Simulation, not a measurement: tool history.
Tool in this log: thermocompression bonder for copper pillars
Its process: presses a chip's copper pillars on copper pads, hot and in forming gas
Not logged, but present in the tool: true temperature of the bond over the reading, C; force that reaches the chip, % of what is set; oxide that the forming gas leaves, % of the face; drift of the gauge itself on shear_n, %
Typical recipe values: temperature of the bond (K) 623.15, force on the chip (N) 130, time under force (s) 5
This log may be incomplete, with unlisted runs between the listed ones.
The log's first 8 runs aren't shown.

run    hour  temperature of the bond (K)  force on the chip (N)  time under force (s)  hours of work since the heater was calibrated  hours of work since the force cell was calibrated  hours of work since the gas filter was changed  force that shears a chip off (N)
      468.9  -- forming gas filter changed
  9   516.3                       623.15                    130                    11                                            312                                               1178                                              24                              88.9
 10   586.9                       623.15                    130                    11                                            348                                               1214                                              60                              89.4
      670.7  -- forming gas filter changed
 11   673.6                       623.15                    130                    11                                            392                                               1258                                               1                              90.3
 12   758.8                       623.15                    130                     5                                            435                                               1301                                              45                              69.5
 13   817.3                       601.15                    130                     5                                            465                                               1331                                              75                              58.4
      872.8  -- forming gas filter changed
 14   885.1                       601.15                    130                     5                                            499                                               1365                                               6                              59.3
 15     962                       601.15                    130                     5                                            538                                               1404                                              45                              59.4
 16  1017.6                       623.15                    130                     5                                            566                                               1433                                              74                                68
     1073.4  -- forming gas filter changed
 17  1092.3                       623.15                    130                     5                                            604                                               1471                                              10                              70.8
 18  1154.6                       623.15                    130                     5                                            636                                               1502                                              41                              68.7
 19  1223.3                       623.15                    130                     5                                            671                                               1537                                              76                              67.6
     1274.7  -- forming gas filter changed
 20  1274.7                       623.15                    130                     5                                            697                                               1563                                               0                              70.8
 21  1327.1                       615.15                    166                     5                                            723                                               1590                                              27                              76.9
 22    1391                       615.15                    166                     4                                            756                                               1622                                              59                              70.6
     1399.7  -- heater calibrated with a thermocouple chip
 23  1433.3                       615.15                    166                     4                                             17                                               1643                                              80                              70.7
     1479.1  -- forming gas filter changed
 24  1517.3                       617.15                     80                     5                                             60                                               1685                                              19                              47.3
 25  1566.9                       621.15                     88                     5                                             85                                               1710                                              45                              51.6
 26  1638.9                       609.15                    159                     5                                            121                                               1747                                              81                              73.3
     1679.5  -- forming gas filter changed
 27  1680.7                       609.15                    159                     5                                            142                                               1768                                               1                                73
 28  1765.9                       628.15                     91                     4                                            186                                               1811                                              44                              51.7
 29  1835.7                       628.15                     91                     4                                            221                                               1847                                              79                              51.4
 30  1873.5                       614.15                    177                     7                                            241                                               1866                                              99                              86.8
     1881.5  -- forming gas filter changed
 31    1955                       612.15                    107                    12                                            282                                               1907                                              37                              76.3

Forecast run 32:
 32  1993.5                       612.15                    107                    12                                            301                                               1927                                              57                                 ?

For run 32 the tool returned force that shears a chip off (N) 77.3.
Were there no unlogged condition in the tool, this run, its random variation unchanged, would have produced force that shears a chip off (N) 77.9.
